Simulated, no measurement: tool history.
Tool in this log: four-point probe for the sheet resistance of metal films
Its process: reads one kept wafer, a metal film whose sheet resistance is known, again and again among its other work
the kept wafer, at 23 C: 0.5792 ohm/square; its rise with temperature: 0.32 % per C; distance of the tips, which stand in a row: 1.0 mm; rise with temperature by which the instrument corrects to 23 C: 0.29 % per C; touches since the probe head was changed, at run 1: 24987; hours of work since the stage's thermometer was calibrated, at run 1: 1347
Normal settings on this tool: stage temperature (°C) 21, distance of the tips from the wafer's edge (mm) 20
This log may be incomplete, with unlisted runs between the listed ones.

run,hour,stage temperature (°C),distance of the tips from the wafer's edge (mm),touches since the probe head was changed,hours of work since the stage's thermometer was calibrated,sheet resistance as the instrument gives it (ohm/square)
1,0,21,20,24987,1347,0.580786
2,43.2,21,20,26359,1381,0.58074
3,84.9,21,20,27682,1414,0.580897
4,121.4,21,20,28843,1443,0.580952
5,149.7,21,20,29741,1465,0.581282
6,181.9,21,20,30761,1490,0.581158
7,226.4,21,20,32176,1526,0.581024
8,258.1,21,20,33183,1551,0.581106
9,282.1,21,20,33945,1569,0.581267
10,309.7,21,20,34822,1591,0.581039
11,338.4,21,23,35732,1614,0.580997
12,375.5,33,20,36909,1643,0.583717
13,407.4,33,20,37921,1668,0.583753
14,431.5,31,20,38688,1687,0.583317
15,468.3,21,43,39858,1716,0.580947
16,513,21,43,41276,1751,0.580647
17,536.4,21,20,42019,1770,0.581344
# hour 574.6: stage's thermometer calibrated
18,574.6,21,46,43216,0,0.579736
19,595.8,21,46,43890,17,0.579646
20,629,21,46,44942,43,0.579867
21,661.5,21,3,45976,69,0.612161
22,684.9,21,3,46717,87,0.61223
23,712.7,21,3,47599,109,0.612205
24,757,28,7,49007,144,0.587529
25,788,28,7,49992,168,0.587571
26,819.8,28,7,51001,193,0.587434
27,856,28,7,52149,222,0.5877
28,892.7,18,3,53315,251,0.612063
29,916.2,34,4,54062,269,0.601267
30,938.9,26,4,54783,287,0.599741
31,976.1,26,8,55963,316,0.585628
32,1016.8,32,23,57255,349,0.582768
33,1040.3,33,18,58001,367,0.583463
34,1071.7,27,18,58999,392,0.582442
35,1094.5,27,18,59724,410,0.582358
36,1115.7,24,26,60397,427,0.581095
37,1151.7,24,26,61540,455,0.581405
38,1171,24,20,62152,470,0.581772
39,1196.4,24,20,62959,490,0.581599
40,1223.3,25,21,63813,511,0.582001
41,1242.3,25,21,64417,526,0.581961
42,1285.3,29,10,65780,560,0.584969
43,1319,27,62,66852,587,0.581791
44,1357.6,27,20,68078,617,0.58251
45,1382.3,27,20,68861,637,0.582495
46,1409.7,27,20,69731,658,0.582483

Each row is a separate what-if for the run after 46, all from the same tool condition, not one after another. Results?
A,1455.3,31,9,71179,694,?
B,1455.3,20,7,71179,694,?
C,1455.3,19,75,71179,694,?

run,sheet resistance as the instrument gives it (ohm/square)
A,0.586527
B,0.586748
C,0.580296
What these runs would have given with no unlogged condition in the tool:
run,sheet resistance as the instrument gives it (ohm/square)
A,0.58466
B,0.584867
C,0.578434
